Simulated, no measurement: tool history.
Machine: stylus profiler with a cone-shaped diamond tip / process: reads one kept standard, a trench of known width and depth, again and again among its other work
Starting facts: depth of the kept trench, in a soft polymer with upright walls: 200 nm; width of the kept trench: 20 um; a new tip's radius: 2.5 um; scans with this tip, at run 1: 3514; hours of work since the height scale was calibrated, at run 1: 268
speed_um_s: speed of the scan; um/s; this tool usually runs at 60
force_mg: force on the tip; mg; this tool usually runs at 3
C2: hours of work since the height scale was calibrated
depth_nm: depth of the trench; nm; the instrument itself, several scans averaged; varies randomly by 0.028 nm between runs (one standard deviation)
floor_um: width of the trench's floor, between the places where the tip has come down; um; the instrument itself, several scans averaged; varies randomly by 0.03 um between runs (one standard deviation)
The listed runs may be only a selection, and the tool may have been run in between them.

{"run": 1, "hour": 0.0, "speed_um_s": 60, "force_mg": 3, "scans with this tip": 3514, "C2": 268, "depth_nm": 203, "floor_um": 17.56}
{"run": 2, "hour": 27.9, "speed_um_s": 60, "force_mg": 3, "scans with this tip": 3671, "C2": 280, "depth_nm": 202.93, "floor_um": 17.58}
{"run": 3, "hour": 57.2, "speed_um_s": 60, "force_mg": 3, "scans with this tip": 3835, "C2": 292, "depth_nm": 202.98, "floor_um": 17.55}
{"run": 4, "hour": 86.4, "speed_um_s": 63, "force_mg": 3, "scans with this tip": 3999, "C2": 305, "depth_nm": 202.94, "floor_um": 17.54}
{"run": 5, "hour": 105.7, "speed_um_s": 63, "force_mg": 3, "scans with this tip": 4107, "C2": 313, "depth_nm": 202.92, "floor_um": 17.59}
{"run": 6, "hour": 137.6, "speed_um_s": 63, "force_mg": 3, "scans with this tip": 4286, "C2": 327, "depth_nm": 202.93, "floor_um": 17.52}
{"run": 7, "hour": 156.3, "speed_um_s": 63, "force_mg": 3, "scans with this tip": 4392, "C2": 335, "depth_nm": 202.92, "floor_um": 17.52}
{"run": 8, "hour": 174.8, "speed_um_s": 63, "force_mg": 3, "scans with this tip": 4495, "C2": 343, "depth_nm": 202.92, "floor_um": 17.52}
{"run": 9, "hour": 192.4, "speed_um_s": 63, "force_mg": 2.4, "scans with this tip": 4594, "C2": 350, "depth_nm": 202.52, "floor_um": 17.5}
{"run": 10, "hour": 209.7, "speed_um_s": 44, "force_mg": 2.4, "scans with this tip": 4691, "C2": 358, "depth_nm": 202.45, "floor_um": 17.5}
{"run": 11, "hour": 229.5, "speed_um_s": 44, "force_mg": 2.4, "scans with this tip": 4803, "C2": 366, "depth_nm": 202.47, "floor_um": 17.54}
{"run": 12, "hour": 252.1, "speed_um_s": 44, "force_mg": 2.4, "scans with this tip": 4929, "C2": 376, "depth_nm": 202.41, "floor_um": 17.49}
{"run": 13, "hour": 265.7, "speed_um_s": 87, "force_mg": 2.4, "scans with this tip": 5006, "C2": 382, "depth_nm": 202.49, "floor_um": 17.38}
{"run": 14, "hour": 283.8, "speed_um_s": 87, "force_mg": 2.4, "scans with this tip": 5107, "C2": 389, "depth_nm": 202.48, "floor_um": 17.34}
{"run": 15, "hour": 303.6, "speed_um_s": 87, "force_mg": 2.4, "scans with this tip": 5218, "C2": 398, "depth_nm": 202.45, "floor_um": 17.31}
{"run": 16, "hour": 335.1, "speed_um_s": 87, "force_mg": 2.4, "scans with this tip": 5395, "C2": 411, "depth_nm": 202.42, "floor_um": 17.36}
{"run": 17, "hour": 353.1, "speed_um_s": 87, "force_mg": 2.4, "scans with this tip": 5496, "C2": 419, "depth_nm": 202.4, "floor_um": 17.32}
{"run": 18, "hour": 372.4, "speed_um_s": 67, "force_mg": 3, "scans with this tip": 5604, "C2": 427, "depth_nm": 202.84, "floor_um": 17.43}
{"run": 19, "hour": 404.4, "speed_um_s": 60, "force_mg": 3, "scans with this tip": 5784, "C2": 441, "depth_nm": 202.81, "floor_um": 17.44}
{"run": 20, "hour": 426.8, "speed_um_s": 60, "force_mg": 3, "scans with this tip": 5909, "C2": 450, "depth_nm": 202.77, "floor_um": 17.4}
{"run": 21, "hour": 449.6, "speed_um_s": 60, "force_mg": 3, "scans with this tip": 6037, "C2": 460, "depth_nm": 202.84, "floor_um": 17.41}
{"run": 22, "hour": 463.6, "speed_um_s": 19, "force_mg": 7.22, "scans with this tip": 6116, "C2": 466, "depth_nm": 205.3, "floor_um": 17.6}
{"run": 23, "hour": 478.9, "speed_um_s": 115, "force_mg": 3, "scans with this tip": 6202, "C2": 473, "depth_nm": 202.78, "floor_um": 17.2}
{"run": 24, "hour": 503.4, "speed_um_s": 21, "force_mg": 1.69, "scans with this tip": 6339, "C2": 483, "depth_nm": 201.83, "floor_um": 17.52}
{"run": 25, "hour": 521.4, "speed_um_s": 216, "force_mg": 5.95, "scans with this tip": 6440, "C2": 491, "depth_nm": 204.56, "floor_um": 16.99}
{"run": 26, "hour": 546.7, "speed_um_s": 225, "force_mg": 1.06, "scans with this tip": 6582, "C2": 502, "depth_nm": 201.21, "floor_um": 16.18}
{"run": 27, "hour": 564.1, "speed_um_s": 225, "force_mg": 1.06, "scans with this tip": 6680, "C2": 509, "depth_nm": 201.22, "floor_um": 16.21}
{"run": 28, "hour": 585.6, "speed_um_s": 182, "force_mg": 1.56, "scans with this tip": 6801, "C2": 518, "depth_nm": 201.73, "floor_um": 16.68}
{"run": 29, "hour": 609.7, "speed_um_s": 28, "force_mg": 2.87, "scans with this tip": 6936, "C2": 529, "depth_nm": 202.7, "floor_um": 17.49}
{"run": 30, "hour": 641.7, "speed_um_s": 52, "force_mg": 3.6, "scans with this tip": 7116, "C2": 542, "depth_nm": 203.16, "floor_um": 17.4}
{"run": 31, "hour": 666.3, "speed_um_s": 52, "force_mg": 3.6, "scans with this tip": 7254, "C2": 553, "depth_nm": 203.14, "floor_um": 17.4}
{"run": 32, "hour": 688.4, "speed_um_s": 174, "force_mg": 3.6, "scans with this tip": 7378, "C2": 562, "depth_nm": 203.18, "floor_um": 16.96}
{"run": 33, "hour": 708.3, "speed_um_s": 19, "force_mg": 1.23, "scans with this tip": 7489, "C2": 571, "depth_nm": 201.33, "floor_um": 17.45}
{"run": 34, "hour": 734.3, "speed_um_s": 80, "force_mg": 2.8, "scans with this tip": 7635, "C2": 582, "depth_nm": 202.6, "floor_um": 17.23}
{"run": 35, "hour": 747.5, "speed_um_s": 113, "force_mg": 2.49, "scans with this tip": 7710, "C2": 588, "depth_nm": 202.44, "floor_um": 17.13}
{"run": 36, "hour": 767.8, "speed_um_s": 55, "force_mg": 2.32, "scans with this tip": 7823, "C2": 596, "depth_nm": 202.27, "floor_um": 17.35}
{"run": 37, "hour": 783.3, "speed_um_s": 55, "force_mg": 5.64, "scans with this tip": 7910, "C2": 603, "depth_nm": 204.4, "floor_um": 17.37}
{"run": 38, "hour": 810.4, "speed_um_s": 55, "force_mg": 5.64, "scans with this tip": 8062, "C2": 615, "depth_nm": 204.38, "floor_um": 17.38}
{"run": 39, "hour": 840.2, "speed_um_s": 55, "force_mg": 5.64, "scans with this tip": 8230, "C2": 627, "depth_nm": 204.3, "floor_um": 17.32}
{"run": 40, "hour": 858.8, "speed_um_s": 55, "force_mg": 5.64, "scans with this tip": 8334, "C2": 635, "depth_nm": 204.34, "floor_um": 17.34}

How would selected steps in depth_nm from run to run divide? Give the signed amount a tool lacking its hidden state would still show from settings, what came in and random variation, and the signed amount left for the hidden state, including any gauge scatter that is not in both of the compared results.
What the log doesn't record here: radius of the tip, um; height scale over the true one, %; drift of the gauge itself on depth_nm, %; drift of the gauge itself on floor_um, %.
Run 1 -> 2: nothing adjusted, nothing logged. depth_nm -0.07 nm: hidden state -0.01, all else -0.06.
Run 2 -> 3: nothing adjusted, nothing logged. depth_nm +0.05 nm: hidden state -0.01, all else +0.06.
Run 4 -> 5: nothing adjusted, nothing logged. depth_nm -0.02 nm: hidden state -0.01, all else -0.01.
Run 22 -> 23: speed_um_s 19 -> 115, force_mg 7.22 -> 3. depth_nm -2.52 nm: hidden state +0, all else -2.52.
Run 24 -> 25: speed_um_s 21 -> 216, force_mg 1.69 -> 5.95. depth_nm +2.73 nm: hidden state -0.01, all else +2.74.
Run 25 -> 26: speed_um_s 216 -> 225, force_mg 5.95 -> 1.06. depth_nm -3.35 nm: hidden state +0, all else -3.35.
